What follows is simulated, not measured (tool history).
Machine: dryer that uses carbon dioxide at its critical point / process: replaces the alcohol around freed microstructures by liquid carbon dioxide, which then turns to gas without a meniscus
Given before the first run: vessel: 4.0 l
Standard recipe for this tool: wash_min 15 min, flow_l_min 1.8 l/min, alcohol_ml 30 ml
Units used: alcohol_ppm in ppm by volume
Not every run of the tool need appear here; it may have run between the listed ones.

Run 1, hour 0: usual settings. Result: alcohol_ppm 36 ppm by volume.
Run 2, hour 53.4: usual settings but wash_min 20 min. Result: alcohol_ppm 22 ppm by volume.
Run 3, hour 117.5: usual settings but wash_min 20 min. Result: alcohol_ppm 29 ppm by volume.
Run 4, hour 170.6: usual settings but wash_min 20 min. Result: alcohol_ppm 44 ppm by volume.
Run 5, hour 220: usual settings but alcohol_ml 99 ml. Result: alcohol_ppm 147 ppm by volume.
Run 6, hour 266.8: usual settings but alcohol_ml 99 ml. Result: alcohol_ppm 165 ppm by volume.
Run 7, hour 298.6: usual settings but alcohol_ml 99 ml. Result: alcohol_ppm 183 ppm by volume.
At hour 362.1: inlet filter changed.
Run 8, hour 364.5: usual settings but flow_l_min 2.64 l/min. Result: alcohol_ppm 79 ppm by volume.
Run 9, hour 429.2: usual settings. Result: alcohol_ppm 105 ppm by volume.
Run 10, hour 457: usual settings. Result: alcohol_ppm 105 ppm by volume.
Run 11, hour 490.7: usual settings. Result: alcohol_ppm 114 ppm by volume.
Run 12, hour 550.7: usual settings but wash_min 11 min. Result: alcohol_ppm 207 ppm by volume.
Run 13, hour 594.9: usual settings but wash_min 11 min. Result: alcohol_ppm 207 ppm by volume.
Run 14, hour 661.3: usual settings but wash_min 11 min, alcohol_ml 86 ml. Result: alcohol_ppm 456 ppm by volume.
Run 15, hour 727.6: usual settings but wash_min 13 min, alcohol_ml 86 ml. Result: alcohol_ppm 301 ppm by volume.
Run 16, hour 791.4: usual settings. Result: alcohol_ppm 173 ppm by volume.
Run 17, hour 850.8: usual settings. Result: alcohol_ppm 186 ppm by volume.
Run 18, hour 893.5: usual settings but wash_min 20 min. Result: alcohol_ppm 184 ppm by volume.
At hour 921.4: purifier's bed changed.
Run 19, hour 957.8: usual settings but alcohol_ml 28 ml. Result: alcohol_ppm 37 ppm by volume.
Run 20, hour 1003.8: usual settings but alcohol_ml 80 ml. Result: alcohol_ppm 119 ppm by volume.
Run 21, hour 1040.6: usual settings but alcohol_ml 80 ml. Result: alcohol_ppm 126 ppm by volume.
Run 22, hour 1086.8: usual settings but wash_min 16 min. Result: alcohol_ppm 68 ppm by volume.
At hour 1101.4: inlet filter changed.
Run 23, hour 1153: usual settings but alcohol_ml 26 ml. Result: alcohol_ppm 68 ppm by volume.
Run 24, hour 1198: usual settings but wash_min 9 min, flow_l_min 2.5 l/min. Result: alcohol_ppm 113 ppm by volume.
Run 25, hour 1264.7: usual settings but wash_min 9 min, flow_l_min 2.5 l/min. Result: alcohol_ppm 117 ppm by volume.
Run 26, hour 1325: usual settings but wash_min 14 min, flow_l_min 1.55 l/min. Result: alcohol_ppm 148 ppm by volume.
Run 27, hour 1355.5: usual settings but wash_min 14 min, flow_l_min 2.97 l/min, alcohol_ml 46 ml. Result: alcohol_ppm 85 ppm by volume.
Run 28, hour 1417.5: usual settings but wash_min 13 min, flow_l_min 1.56 l/min, alcohol_ml 41 ml. Result: alcohol_ppm 245 ppm by volume.
Run 29, hour 1459.6: usual settings but wash_min 16 min, flow_l_min 1.37 l/min, alcohol_ml 84 ml. Result: alcohol_ppm 304 ppm by volume.
Run 30, hour 1488.1: usual settings but wash_min 11 min, flow_l_min 1.45 l/min, alcohol_ml 25 ml. Result: alcohol_ppm 346 ppm by volume.
Run 31, hour 1522.5: usual settings but wash_min 14 min, alcohol_ml 72 ml. Result: alcohol_ppm 220 ppm by volume.
Run 32, hour 1550.2: usual settings but wash_min 14 min, flow_l_min 1.4 l/min, alcohol_ml 85 ml. Result: alcohol_ppm 504 ppm by volume.
Run 33, hour 1609.7: usual settings but flow_l_min 1.4 l/min, alcohol_ml 85 ml. Result: alcohol_ppm 455 ppm by volume.

Predict the results of run 34:
Run 34, hour 1669.3: usual settings but flow_l_min 2.36 l/min, alcohol_ml 31 ml. Result: alcohol_ppm ?.

{"run 34": {"alcohol_ppm": 155}}
Minus the tool's unlogged condition, the same run would have read alcohol_ppm 8 ppm by volume.
